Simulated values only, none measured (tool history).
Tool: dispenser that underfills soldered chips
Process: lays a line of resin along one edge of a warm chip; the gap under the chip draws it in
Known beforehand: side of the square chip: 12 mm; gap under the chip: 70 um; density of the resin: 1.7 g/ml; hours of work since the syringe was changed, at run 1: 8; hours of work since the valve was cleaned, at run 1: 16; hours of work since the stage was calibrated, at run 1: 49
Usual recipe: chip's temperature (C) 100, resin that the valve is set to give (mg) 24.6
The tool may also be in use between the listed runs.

run    day  chip's temperature (C)  resin that the valve is set to give (mg)  hours of work since the syringe was changed  hours of work since the valve was cleaned  hours of work since the stage was calibrated  time until the resin shows at the far edge (s)  resin that the valve gave (mg)
  1  0.000                     100                                      24.6                                            8                                         16                                            49                                           234.2                           24.17
  2  0.150                     100                                      24.6                                           10                                         19                                            51                                           275.1                           24.24
     0.321  -- new syringe of resin
  3  0.404                     111                                      24.6                                            1                                         22                                            54                                            98.1                           24.10
  4  0.629                     100                                      24.6                                            5                                         25                                            58                                           185.2                           24.09
  5  0.879                     100                                      24.6                                            8                                         29                                            61                                           244.8                           24.01
  6  1.021                     100                                      24.6                                           10                                         31                                            64                                           286.9                           24.08
     1.142  -- new syringe of resin
  7  1.308                     100                                      24.6                                            2                                         35                                            68                                           165.7                           23.95
  8  1.550                     100                                      24.6                                            6                                         39                                            71                                           218.8                           24.03
  9  1.708                     103                                      24.6                                            8                                         41                                            73                                           228.0                           23.85
     1.954  -- new syringe of resin
 10  1.954                      92                                      24.6                                            0                                         45                                            77                                           188.4                           23.73
 11  2.075                     100                                      26.0                                            2                                         46                                            79                                           155.7                           25.05
 12  2.346                      98                                      26.0                                            6                                         50                                            83                                           223.4                           24.96
 13  2.604                     104                                      28.2                                           10                                         54                                            86                                           233.1                           27.01
     2.779  -- new syringe of resin
 14  2.896                     104                                      28.2                                            2                                         58                                            91                                           131.4                           26.91
 15  3.154                     104                                      28.2                                            6                                         62                                            94                                           172.4                           26.80
 16  3.308                     114                                      26.4                                            8                                         64                                            97                                           139.9                           25.04
     3.417  -- dispensing valve cleaned and set on the balance
     3.650  -- new syringe of resin
 17  3.650                      91                                      27.1                                            0                                          3                                           101                                           190.0                           26.93
 18  3.771                      98                                      31.3                                            2                                          5                                           103                                           163.0                           31.16

Some steps in time until the resin shows at the far edge (s), run to run, broken into two amounts with sign: the step expected even without the hidden condition (settings, incoming material, random variation), and the rest, left for the hidden condition together with whatever gauge scatter is not in both the measured and the hidden-condition-free result:
What the log doesn't record here: resin's viscosity, % of fresh resin's; dose that the valve gives, % of what is set; true chip temperature over the reading, C; drift of the gauge itself on fill_s, %; drift of the gauge itself on given_mg, %.
Run 2 -> 3: chip's temperature (C) 100 -> 111, new syringe of resin. time until the resin shows at the far edge (s) -177.0: hidden state -130.6, all else -46.4.
